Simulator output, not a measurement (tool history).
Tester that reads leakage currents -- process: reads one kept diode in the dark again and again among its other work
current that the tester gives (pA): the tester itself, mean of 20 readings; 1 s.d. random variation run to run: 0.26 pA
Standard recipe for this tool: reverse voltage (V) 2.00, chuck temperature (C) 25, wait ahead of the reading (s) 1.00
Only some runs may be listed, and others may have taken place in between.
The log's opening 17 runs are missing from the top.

| run | hour | reverse voltage (V) | chuck temperature (C) | wait ahead of the reading (s) | current that the tester gives (pA) |
|---|---|---|---|---|---|
| 18 | 556.6 | 2.00 | 25 | 1.00 | 84.23 |
| 19 | 594.0 | 2.77 | 25 | 1.00 | 98.64 |
| 20 | 635.0 | 2.77 | 25 | 1.00 | 98.39 |
| 21 | 666.5 | 2.77 | 25 | 1.00 | 98.28 |
| 22 | 707.4 | 2.27 | 25 | 1.00 | 89.42 |
| 23 | 740.4 | 2.37 | 25 | 4.09 | 91.01 |
| 24 | 780.1 | 2.36 | 47 | 9.72 | 572.19 |
| 25 | 808.1 | 4.97 | 25 | 1.00 | 132.42 |
| 26 | 850.1 | 2.00 | 29 | 4.61 | 119.36 |
| 27 | 888.4 | 11.43 | 20 | 2.57 | 127.01 |
| 28 | 930.1 | 11.43 | 20 | 2.57 | 126.76 |
| 29 | 974.9 | 7.27 | 36 | 0.42 | 408.23 |
| 30 | 1013.2 | 6.00 | 20 | 0.39 | 95.82 |
| 31 | 1056.1 | 6.00 | 20 | 0.39 | 95.86 |
| 32 | 1091.9 | 2.00 | 25 | 0.40 | 84.89 |
| 33 | 1119.2 | 7.00 | 23 | 1.00 | 131.06 |
| 34 | 1148.2 | 10.30 | 49 | 7.81 | 1353.68 |
| 35 | 1167.6 | 2.00 | 46 | 1.00 | 486.63 |
| 36 | 1202.6 | 2.07 | 54 | 7.92 | 911.41 |
| 37 | 1225.9 | 2.00 | 26 | 1.00 | 91.48 |
| 38 | 1245.3 | 2.00 | 26 | 1.00 | 91.91 |
| 39 | 1289.2 | 5.09 | 57 | 0.50 | 1758.70 |
| 40 | 1318.5 | 3.23 | 33 | 0.38 | 212.42 |
| 41 | 1340.6 | 3.23 | 33 | 0.38 | 213.54 |

3 ways to go on from here, each from the tool as it stands after run 41. What would each give?
| A | 1378.4 | 6.05 | 33 | 2.63 | ? |
| B | 1378.4 | 3.23 | 26 | 0.38 | ? |
| C | 1378.4 | 1.36 | 37 | 3.93 | ? |

| run | current that the tester gives (pA) |
|---|---|
| A | 286.85 |
| B | 117.56 |
| C | 192.90 |
With no hidden state in the tool, these same runs would have given:
| run | current that the tester gives (pA) |
|---|---|
| A | 293.87 |
| B | 119.90 |
| C | 199.80 |
